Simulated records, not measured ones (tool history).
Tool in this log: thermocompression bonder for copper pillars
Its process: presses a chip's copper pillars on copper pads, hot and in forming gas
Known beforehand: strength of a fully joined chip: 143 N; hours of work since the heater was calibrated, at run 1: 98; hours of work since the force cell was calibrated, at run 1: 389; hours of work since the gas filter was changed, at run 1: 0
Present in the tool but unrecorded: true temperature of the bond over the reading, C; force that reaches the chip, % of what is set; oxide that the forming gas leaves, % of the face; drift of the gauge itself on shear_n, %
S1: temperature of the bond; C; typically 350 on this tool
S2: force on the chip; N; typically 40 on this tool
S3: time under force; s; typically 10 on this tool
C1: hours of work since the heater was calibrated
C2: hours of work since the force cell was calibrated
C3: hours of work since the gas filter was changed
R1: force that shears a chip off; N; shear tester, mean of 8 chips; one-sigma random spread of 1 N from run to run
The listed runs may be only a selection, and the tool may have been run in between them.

run 1 hour=0.0 | S1=350 S2=40 S3=10 | C1=98 C2=389 C3=0 | R1=90.6
run 2 hour=82.4 | S1=350 S2=40 S3=10 | C1=160 C2=451 C3=63 | R1=87.8
run 3 hour=163.1 | S1=350 S2=40 S3=10 | C1=222 C2=512 C3=124 | R1=87.0
run 4 hour=235.0 | S1=350 S2=40 S3=10 | C1=276 C2=567 C3=178 | R1=83.8
run 5 hour=289.8 | S1=350 S2=40 S3=10 | C1=318 C2=609 C3=220 | R1=84.5
run 6 hour=330.1 | S1=350 S2=40 S3=10 | C1=348 C2=639 C3=251 | R1=84.1
run 7 hour=367.3 | S1=350 S2=40 S3=10 | C1=377 C2=667 C3=279 | R1=82.1
run 8 hour=448.5 | S1=350 S2=40 S3=10 | C1=438 C2=729 C3=340 | R1=84.1
-- hour=473.3 forming gas filter changed
run 9 hour=532.9 | S1=350 S2=55 S3=28 | C1=502 C2=793 C3=45 | R1=123.9
run 10 hour=588.9 | S1=377 S2=56 S3=28 | C1=544 C2=835 C3=88 | R1=135.3
run 11 hour=643.4 | S1=374 S2=40 S3=11 | C1=586 C2=877 C3=129 | R1=107.3

The next listed run, before its measurement:
run 12 hour=719.4 | S1=374 S2=40 S3=11 | C1=644 C2=934 C3=187 | R1=?

Logged for run 12: R1 107.7 N.
Were there no unlogged condition in the tool, this run, its random variation unchanged, would have produced R1 114.4 N.

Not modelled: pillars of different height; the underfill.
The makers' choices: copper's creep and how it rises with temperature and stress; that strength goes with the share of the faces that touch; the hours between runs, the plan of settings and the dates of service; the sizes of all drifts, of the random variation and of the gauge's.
